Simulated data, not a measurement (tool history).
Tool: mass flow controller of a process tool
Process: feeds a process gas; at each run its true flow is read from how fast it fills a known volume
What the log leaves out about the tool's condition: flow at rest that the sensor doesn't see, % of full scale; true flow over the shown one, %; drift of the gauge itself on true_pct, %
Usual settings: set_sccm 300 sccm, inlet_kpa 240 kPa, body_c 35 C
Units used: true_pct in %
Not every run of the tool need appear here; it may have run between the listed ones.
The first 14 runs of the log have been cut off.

run    hour  set_sccm  inlet_kpa  body_c  hours of work since the controller was set to zero  hours of work since the controller was changed  true_pct
 15  2341.8       376        240      35                                                3844                                            3844    100.78
 16  2527.0       376        240      35                                                3938                                            3938    100.75
 17  2646.3       376        240      35                                                3999                                            3999    100.80
 18  2891.1       300        240      35                                                4123                                            4123    100.56
 19  3127.7       300        240      35                                                4243                                            4243    100.49
 20  3316.5       300        217      35                                                4338                                            4338    100.32
 21  3439.8       300        217      35                                                4401                                            4401    100.45
 22  3572.2       300        240      23                                                4468                                            4468     99.44
 23  3822.6       300        240      23                                                4595                                            4595     99.39
     3916.3  -- controller's zero set anew
 24  4026.1       300        240      35                                                  56                                            4698    100.80
 25  4153.2       300        240      35                                                 120                                            4762    100.82

What will run 26 give?
 26  4336.9       300        240      35                                                 213                                            4855         ?

Run 26 measured true_pct 100.88 %.
Were there no unlogged condition in the tool, this run, its random variation unchanged, would have produced true_pct 100.01 %.
